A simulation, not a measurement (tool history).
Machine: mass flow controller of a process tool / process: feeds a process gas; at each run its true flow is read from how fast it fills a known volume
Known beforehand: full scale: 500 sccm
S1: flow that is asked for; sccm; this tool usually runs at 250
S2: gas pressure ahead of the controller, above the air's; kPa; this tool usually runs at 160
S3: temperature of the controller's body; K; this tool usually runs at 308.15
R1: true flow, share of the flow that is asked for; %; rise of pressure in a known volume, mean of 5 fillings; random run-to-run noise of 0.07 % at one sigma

{"run": 1, "hour": 0.0, "S1": 250, "S2": 160, "S3": 308.15, "R1": 97.41}
{"run": 2, "hour": 44.8, "S1": 240, "S2": 160, "S3": 308.15, "R1": 97.16}
{"run": 3, "hour": 117.3, "S1": 240, "S2": 160, "S3": 308.15, "R1": 97.31}
{"run": 4, "hour": 166.3, "S1": 250, "S2": 160, "S3": 295.15, "R1": 98.22}
{"run": 5, "hour": 211.5, "S1": 250, "S2": 160, "S3": 308.15, "R1": 97.13}
{"run": 6, "hour": 289.8, "S1": 419, "S2": 160, "S3": 308.15, "R1": 98.25}
{"run": 7, "hour": 329.5, "S1": 419, "S2": 160, "S3": 308.15, "R1": 98.26}
{"run": 8, "hour": 385.2, "S1": 250, "S2": 160, "S3": 308.15, "R1": 97.07}
{"run": 9, "hour": 476.6, "S1": 250, "S2": 160, "S3": 308.15, "R1": 96.69}
{"run": 10, "hour": 557.8, "S1": 250, "S2": 160, "S3": 308.15, "R1": 96.84}
{"run": 11, "hour": 613.8, "S1": 250, "S2": 160, "S3": 308.15, "R1": 96.81}
{"run": 12, "hour": 655.0, "S1": 250, "S2": 160, "S3": 308.15, "R1": 96.79}
{"run": 13, "hour": 700.9, "S1": 250, "S2": 160, "S3": 308.15, "R1": 96.62}
{"run": 14, "hour": 775.2, "S1": 250, "S2": 160, "S3": 308.15, "R1": 96.47}
{"run": 15, "hour": 862.0, "S1": 250, "S2": 160, "S3": 308.15, "R1": 96.37}
{"run": 16, "hour": 924.8, "S1": 250, "S2": 160, "S3": 308.15, "R1": 96.3}
{"run": 17, "hour": 973.3, "S1": 250, "S2": 160, "S3": 308.15, "R1": 96.24}
{"run": 18, "hour": 1054.8, "S1": 250, "S2": 160, "S3": 309.15, "R1": 96.12}
{"run": 19, "hour": 1121.8, "S1": 187, "S2": 160, "S3": 308.15, "R1": 95.89}
{"run": 20, "hour": 1214.1, "S1": 187, "S2": 160, "S3": 308.15, "R1": 95.54}
{"run": 21, "hour": 1278.0, "S1": 250, "S2": 225, "S3": 294.15, "R1": 97.25}
{"run": 22, "hour": 1317.7, "S1": 250, "S2": 225, "S3": 294.15, "R1": 97.17}
{"run": 23, "hour": 1358.8, "S1": 106, "S2": 251, "S3": 307.15, "R1": 95.42}
{"run": 24, "hour": 1446.5, "S1": 59, "S2": 243, "S3": 312.15, "R1": 94.45}
{"run": 25, "hour": 1534.7, "S1": 284, "S2": 162, "S3": 313.15, "R1": 97.22}
{"run": 26, "hour": 1600.5, "S1": 163, "S2": 152, "S3": 295.15, "R1": 97.79}
{"run": 27, "hour": 1638.4, "S1": 163, "S2": 152, "S3": 295.15, "R1": 97.75}
{"run": 28, "hour": 1696.5, "S1": 239, "S2": 160, "S3": 301.15, "R1": 97.7}
{"run": 29, "hour": 1750.5, "S1": 286, "S2": 160, "S3": 300.15, "R1": 98.08}
{"run": 30, "hour": 1829.2, "S1": 479, "S2": 166, "S3": 308.15, "R1": 98.64}
{"run": 31, "hour": 1888.2, "S1": 56, "S2": 160, "S3": 308.15, "R1": 95.6}
{"run": 32, "hour": 1952.7, "S1": 166, "S2": 160, "S3": 294.15, "R1": 97.52}
{"run": 33, "hour": 1993.9, "S1": 128, "S2": 248, "S3": 309.15, "R1": 96.18}
{"run": 34, "hour": 2065.3, "S1": 128, "S2": 248, "S3": 309.15, "R1": 96.22}
{"run": 35, "hour": 2105.5, "S1": 128, "S2": 244, "S3": 309.15, "R1": 96.09}
{"run": 36, "hour": 2198.3, "S1": 86, "S2": 160, "S3": 313.15, "R1": 95.21}

The log once held 1 entry between its listed runs, left out of this copy. Where does each go, and what is different about the tool's unlogged condition between the listed run before it and the listed run after it?
Logged between run 24 and run 25: gauge calibrated (hour 1524)
  drift of the gauge itself on true_pct, %: -1.62 -> -0.01
  difference, measured minus the result without the unlogged condition, R1: -1.56 -> -0.02 %
